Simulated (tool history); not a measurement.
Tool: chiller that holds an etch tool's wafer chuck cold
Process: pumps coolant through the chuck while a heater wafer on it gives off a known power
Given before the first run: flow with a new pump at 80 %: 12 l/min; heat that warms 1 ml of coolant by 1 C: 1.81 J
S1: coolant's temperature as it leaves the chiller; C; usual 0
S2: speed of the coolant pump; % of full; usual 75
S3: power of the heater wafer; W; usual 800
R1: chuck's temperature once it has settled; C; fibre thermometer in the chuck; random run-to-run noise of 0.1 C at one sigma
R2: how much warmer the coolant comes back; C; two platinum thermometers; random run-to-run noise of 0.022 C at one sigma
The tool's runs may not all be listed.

Run 1, hour 0: usual settings. Result: R1 5.6 C, R2 2.41 C.
Run 2, hour 98.1: usual settings. Result: R1 5.7 C, R2 2.4 C.
Run 3, hour 184.2: usual settings. Result: R1 5.9 C, R2 2.4 C.
Run 4, hour 288.5: usual settings but S3 693 W. Result: R1 5 C, R2 2.1 C.
Run 5, hour 378.1: usual settings but S3 693 W. Result: R1 5.1 C, R2 2.07 C.
Run 6, hour 436.9: usual settings but S3 693 W. Result: R1 5.2 C, R2 2.12 C.
Run 7, hour 515.3: usual settings but S3 693 W. Result: R1 4.8 C, R2 2.09 C.
Run 8, hour 610.3: usual settings but S3 448 W. Result: R1 3.5 C, R2 1.4 C.
Run 9, hour 673.8: usual settings but S3 448 W. Result: R1 3.5 C, R2 1.35 C.
Run 10, hour 750.8: usual settings but S3 448 W. Result: R1 3.5 C, R2 1.32 C.
Run 11, hour 799: usual settings but S2 69 % of full. Result: R1 6.3 C, R2 2.66 C.
Run 12, hour 863.2: usual settings but S2 69 % of full. Result: R1 6.2 C, R2 2.63 C.
Run 13, hour 950.7: usual settings. Result: R1 6.2 C, R2 2.45 C.
Run 14, hour 1005.9: usual settings. Result: R1 6 C, R2 2.44 C.
Run 15, hour 1083.2: usual settings but S1 6 C. Result: R1 11.7 C, R2 2.42 C.
Run 16, hour 1178.7: usual settings. Result: R1 5.7 C, R2 2.42 C.
Run 17, hour 1246.2: usual settings but S1 -3 C, S2 89 % of full, S3 428 W. Result: R1 -0.3 C, R2 1.11 C.
Run 18, hour 1300.9: usual settings but S1 -3 C, S2 89 % of full, S3 428 W. Result: R1 -0.1 C, R2 1.13 C.
Run 19, hour 1416.6: usual settings but S1 -3 C, S2 89 % of full, S3 858 W. Result: R1 2.5 C, R2 2.23 C.
Run 20, hour 1502.4: usual settings but S1 -3 C, S2 89 % of full, S3 858 W. Result: R1 2.7 C, R2 2.23 C.
Run 21, hour 1583.9: usual settings but S1 -3 C, S2 89 % of full, S3 858 W. Result: R1 2.6 C, R2 2.26 C.
Run 22, hour 1631.9: usual settings but S1 -2 C, S2 71 % of full. Result: R1 4 C, R2 2.61 C.
Run 23, hour 1732.2: usual settings but S1 -2 C, S2 71 % of full. Result: R1 4 C, R2 2.61 C.
Run 24, hour 1822.4: usual settings but S1 -2 C, S2 71 % of full. Result: R1 4.1 C, R2 2.61 C.
Run 25, hour 1889.5: usual settings but S1 -8 C, S2 85 % of full, S3 771 W. Result: R1 -2.7 C, R2 2.13 C.
Run 26, hour 1989.2: usual settings but S1 3 C, S2 72 % of full, S3 771 W. Result: R1 8.8 C, R2 2.5 C.
Run 27, hour 2091.6: usual settings but S2 62 % of full, S3 807 W. Result: R1 6.8 C, R2 3.05 C.
Run 28, hour 2149.1: usual settings but S1 -3 C. Result: R1 2.8 C, R2 2.51 C.
Run 29, hour 2214.2: usual settings but S1 -4 C, S2 76 % of full. Result: R1 2 C, R2 2.42 C.
Run 30, hour 2273.6: usual settings but S1 -4 C, S2 76 % of full. Result: R1 2.1 C, R2 2.43 C.
Run 31, hour 2346.8: usual settings but S1 -4 C, S2 76 % of full, S3 1115 W. Result: R1 4.4 C, R2 3.49 C.
Run 32, hour 2438.1: usual settings but S1 -4 C, S2 76 % of full, S3 1115 W. Result: R1 4.4 C, R2 3.46 C.

Between the runs listed above, the log contained 1 entry, not reproduced here. Where in the sequence does each belong, and how does what the log doesn't record of the tool's condition differ from the listed run before to the listed run after?
After run 14, before run 15: chiller's thermometer calibrated (hour 1040.8)
  heat passed by the chuck's channels, % of clean ones': 93.1 -> 92.7; flow at a given pump speed, % of a new pump's: 96.6 -> 96.5; coolant's true temperature over the reading, C: 0.49 -> 0.07
  measured result minus the result with no hidden state, R1: +0.9 -> +0.5 C; R2: +0.08 -> +0.08 C
